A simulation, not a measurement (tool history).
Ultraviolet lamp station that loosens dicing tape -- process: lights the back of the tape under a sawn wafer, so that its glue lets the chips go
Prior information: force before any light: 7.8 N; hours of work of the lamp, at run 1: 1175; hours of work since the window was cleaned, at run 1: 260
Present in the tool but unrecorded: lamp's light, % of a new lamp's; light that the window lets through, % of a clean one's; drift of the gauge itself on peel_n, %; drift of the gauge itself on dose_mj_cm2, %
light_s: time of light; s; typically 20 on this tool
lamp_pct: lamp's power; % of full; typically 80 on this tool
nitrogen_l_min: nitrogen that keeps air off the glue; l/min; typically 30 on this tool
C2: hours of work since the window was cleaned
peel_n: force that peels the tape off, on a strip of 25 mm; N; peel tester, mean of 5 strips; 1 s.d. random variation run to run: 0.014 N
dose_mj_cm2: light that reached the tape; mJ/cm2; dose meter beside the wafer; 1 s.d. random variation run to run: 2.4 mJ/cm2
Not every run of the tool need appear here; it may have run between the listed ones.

{"run": 1, "day": 0.0, "light_s": 20, "lamp_pct": 80, "nitrogen_l_min": 30, "hours of work of the lamp": 1175, "C2": 260, "peel_n": 0.697, "dose_mj_cm2": 266}
{"run": 2, "day": 2.792, "light_s": 20, "lamp_pct": 80, "nitrogen_l_min": 30, "hours of work of the lamp": 1205, "C2": 290, "peel_n": 0.681, "dose_mj_cm2": 267}
{"run": 3, "day": 6.196, "light_s": 20, "lamp_pct": 82, "nitrogen_l_min": 30, "hours of work of the lamp": 1242, "C2": 327, "peel_n": 0.622, "dose_mj_cm2": 274}
{"run": 4, "day": 9.383, "light_s": 20, "lamp_pct": 82, "nitrogen_l_min": 30, "hours of work of the lamp": 1277, "C2": 362, "peel_n": 0.63, "dose_mj_cm2": 274}
{"run": 5, "day": 11.571, "light_s": 20, "lamp_pct": 78, "nitrogen_l_min": 30, "hours of work of the lamp": 1301, "C2": 386, "peel_n": 0.719, "dose_mj_cm2": 253}
{"run": 6, "day": 15.125, "light_s": 20, "lamp_pct": 78, "nitrogen_l_min": 30, "hours of work of the lamp": 1339, "C2": 424, "peel_n": 0.706, "dose_mj_cm2": 259}
{"run": 7, "day": 18.454, "light_s": 20, "lamp_pct": 80, "nitrogen_l_min": 44, "hours of work of the lamp": 1375, "C2": 461, "peel_n": 0.539, "dose_mj_cm2": 264}
{"run": 8, "day": 21.221, "light_s": 20, "lamp_pct": 89, "nitrogen_l_min": 30, "hours of work of the lamp": 1405, "C2": 491, "peel_n": 0.554, "dose_mj_cm2": 298}
{"run": 9, "day": 23.192, "light_s": 20, "lamp_pct": 89, "nitrogen_l_min": 30, "hours of work of the lamp": 1427, "C2": 512, "peel_n": 0.545, "dose_mj_cm2": 295}
{"run": 10, "day": 26.808, "light_s": 20, "lamp_pct": 89, "nitrogen_l_min": 30, "hours of work of the lamp": 1466, "C2": 551, "peel_n": 0.543, "dose_mj_cm2": 296}
{"run": 11, "day": 29.054, "light_s": 20, "lamp_pct": 80, "nitrogen_l_min": 30, "hours of work of the lamp": 1491, "C2": 576, "peel_n": 0.685, "dose_mj_cm2": 264}
{"run": 12, "day": 31.442, "light_s": 31, "lamp_pct": 80, "nitrogen_l_min": 30, "hours of work of the lamp": 1517, "C2": 602, "peel_n": 0.303, "dose_mj_cm2": 409}
{"day": 32.638, "done": "window cleaned of glue's vapour"}
{"run": 13, "day": 33.225, "light_s": 31, "lamp_pct": 80, "nitrogen_l_min": 30, "hours of work of the lamp": 1536, "C2": 6, "peel_n": 0.304, "dose_mj_cm2": 407}
{"day": 33.517, "done": "lamp changed"}
{"run": 14, "day": 36.65, "light_s": 31, "lamp_pct": 80, "nitrogen_l_min": 30, "hours of work of the lamp": 34, "C2": 43, "peel_n": 0.3, "dose_mj_cm2": 415}
{"run": 15, "day": 38.212, "light_s": 31, "lamp_pct": 80, "nitrogen_l_min": 30, "hours of work of the lamp": 51, "C2": 60, "peel_n": 0.321, "dose_mj_cm2": 410}
{"run": 16, "day": 40.846, "light_s": 31, "lamp_pct": 69, "nitrogen_l_min": 30, "hours of work of the lamp": 80, "C2": 89, "peel_n": 0.393, "dose_mj_cm2": 355}
{"run": 17, "day": 43.617, "light_s": 31, "lamp_pct": 69, "nitrogen_l_min": 30, "hours of work of the lamp": 110, "C2": 119, "peel_n": 0.394, "dose_mj_cm2": 354}
{"run": 18, "day": 45.929, "light_s": 31, "lamp_pct": 69, "nitrogen_l_min": 30, "hours of work of the lamp": 135, "C2": 144, "peel_n": 0.398, "dose_mj_cm2": 360}
{"run": 19, "day": 48.354, "light_s": 31, "lamp_pct": 69, "nitrogen_l_min": 30, "hours of work of the lamp": 161, "C2": 170, "peel_n": 0.403, "dose_mj_cm2": 354}
{"run": 20, "day": 51.079, "light_s": 20, "lamp_pct": 80, "nitrogen_l_min": 30, "hours of work of the lamp": 191, "C2": 200, "peel_n": 0.678, "dose_mj_cm2": 264}
{"run": 21, "day": 54.571, "light_s": 20, "lamp_pct": 80, "nitrogen_l_min": 30, "hours of work of the lamp": 229, "C2": 238, "peel_n": 0.66, "dose_mj_cm2": 268}
{"run": 22, "day": 57.075, "light_s": 20, "lamp_pct": 81, "nitrogen_l_min": 10, "hours of work of the lamp": 256, "C2": 265, "peel_n": 1.198, "dose_mj_cm2": 263}
{"run": 23, "day": 60.604, "light_s": 20, "lamp_pct": 81, "nitrogen_l_min": 10, "hours of work of the lamp": 294, "C2": 304, "peel_n": 1.139, "dose_mj_cm2": 268}
{"run": 24, "day": 63.7, "light_s": 20, "lamp_pct": 81, "nitrogen_l_min": 11, "hours of work of the lamp": 328, "C2": 337, "peel_n": 1.138, "dose_mj_cm2": 269}
{"run": 25, "day": 66.288, "light_s": 17, "lamp_pct": 81, "nitrogen_l_min": 37, "hours of work of the lamp": 356, "C2": 365, "peel_n": 0.823, "dose_mj_cm2": 232}
{"run": 26, "day": 69.529, "light_s": 30, "lamp_pct": 77, "nitrogen_l_min": 37, "hours of work of the lamp": 391, "C2": 401, "peel_n": 0.314, "dose_mj_cm2": 386}
{"run": 27, "day": 71.467, "light_s": 20, "lamp_pct": 80, "nitrogen_l_min": 44, "hours of work of the lamp": 413, "C2": 422, "peel_n": 0.564, "dose_mj_cm2": 271}
{"run": 28, "day": 72.992, "light_s": 14, "lamp_pct": 80, "nitrogen_l_min": 44, "hours of work of the lamp": 429, "C2": 438, "peel_n": 1.093, "dose_mj_cm2": 189}
{"run": 29, "day": 75.879, "light_s": 12, "lamp_pct": 80, "nitrogen_l_min": 17, "hours of work of the lamp": 461, "C2": 470, "peel_n": 1.953, "dose_mj_cm2": 162}
{"run": 30, "day": 77.433, "light_s": 19, "lamp_pct": 80, "nitrogen_l_min": 48, "hours of work of the lamp": 477, "C2": 487, "peel_n": 0.597, "dose_mj_cm2": 250}
{"run": 31, "day": 79.279, "light_s": 14, "lamp_pct": 67, "nitrogen_l_min": 19, "hours of work of the lamp": 497, "C2": 507, "peel_n": 2.037, "dose_mj_cm2": 157}
{"run": 32, "day": 81.617, "light_s": 30, "lamp_pct": 68, "nitrogen_l_min": 27, "hours of work of the lamp": 523, "C2": 532, "peel_n": 0.44, "dose_mj_cm2": 341}
{"run": 33, "day": 84.092, "light_s": 20, "lamp_pct": 91, "nitrogen_l_min": 43, "hours of work of the lamp": 550, "C2": 559, "peel_n": 0.433, "dose_mj_cm2": 304}
{"run": 34, "day": 86.675, "light_s": 20, "lamp_pct": 80, "nitrogen_l_min": 19, "hours of work of the lamp": 578, "C2": 587, "peel_n": 0.852, "dose_mj_cm2": 265}
{"day": 89.096, "done": "window cleaned of glue's vapour"}
{"run": 35, "day": 89.262, "light_s": 30, "lamp_pct": 91, "nitrogen_l_min": 34, "hours of work of the lamp": 606, "C2": 2, "peel_n": 0.264, "dose_mj_cm2": 457}
{"run": 36, "day": 90.779, "light_s": 24, "lamp_pct": 69, "nitrogen_l_min": 40, "hours of work of the lamp": 622, "C2": 18, "peel_n": 0.531, "dose_mj_cm2": 274}
{"run": 37, "day": 92.846, "light_s": 24, "lamp_pct": 69, "nitrogen_l_min": 40, "hours of work of the lamp": 645, "C2": 41, "peel_n": 0.54, "dose_mj_cm2": 274}
{"run": 38, "day": 94.717, "light_s": 24, "lamp_pct": 69, "nitrogen_l_min": 40, "hours of work of the lamp": 665, "C2": 61, "peel_n": 0.549, "dose_mj_cm2": 271}
{"run": 39, "day": 98.012, "light_s": 12, "lamp_pct": 75, "nitrogen_l_min": 15, "hours of work of the lamp": 701, "C2": 97, "peel_n": 2.25, "dose_mj_cm2": 146}
{"run": 40, "day": 101.429, "light_s": 20, "lamp_pct": 94, "nitrogen_l_min": 31, "hours of work of the lamp": 738, "C2": 134, "peel_n": 0.495, "dose_mj_cm2": 313}
{"run": 41, "day": 105.046, "light_s": 20, "lamp_pct": 62, "nitrogen_l_min": 30, "hours of work of the lamp": 777, "C2": 173, "peel_n": 1.052, "dose_mj_cm2": 205}
{"run": 42, "day": 107.129, "light_s": 20, "lamp_pct": 92, "nitrogen_l_min": 14, "hours of work of the lamp": 800, "C2": 196, "peel_n": 0.809, "dose_mj_cm2": 304}

What if the next run were any one of these 4? Each begins from the tool's condition after run 42:
{"run": "A", "day": 109.096, "light_s": 15, "lamp_pct": 92, "nitrogen_l_min": 14, "hours of work of the lamp": 821, "C2": 217, "peel_n": "?", "dose_mj_cm2": "?"}
{"run": "B", "day": 109.096, "light_s": 20, "lamp_pct": 64, "nitrogen_l_min": 14, "hours of work of the lamp": 821, "C2": 217, "peel_n": "?", "dose_mj_cm2": "?"}
{"run": "C", "day": 109.096, "light_s": 14, "lamp_pct": 86, "nitrogen_l_min": 30, "hours of work of the lamp": 821, "C2": 217, "peel_n": "?", "dose_mj_cm2": "?"}
{"run": "D", "day": 109.096, "light_s": 20, "lamp_pct": 71, "nitrogen_l_min": 14, "hours of work of the lamp": 821, "C2": 217, "peel_n": "?", "dose_mj_cm2": "?"}

run=A peel_n=1.3 dose_mj_cm2=232
run=B peel_n=1.44 dose_mj_cm2=213
run=C peel_n=1.119 dose_mj_cm2=197
run=D peel_n=1.233 dose_mj_cm2=237
Stripped of hidden state, with their random variation kept, the same runs would have yielded:
run=A peel_n=1.293 dose_mj_cm2=232
run=B peel_n=1.433 dose_mj_cm2=214
run=C peel_n=1.113 dose_mj_cm2=198
run=D peel_n=1.227 dose_mj_cm2=238
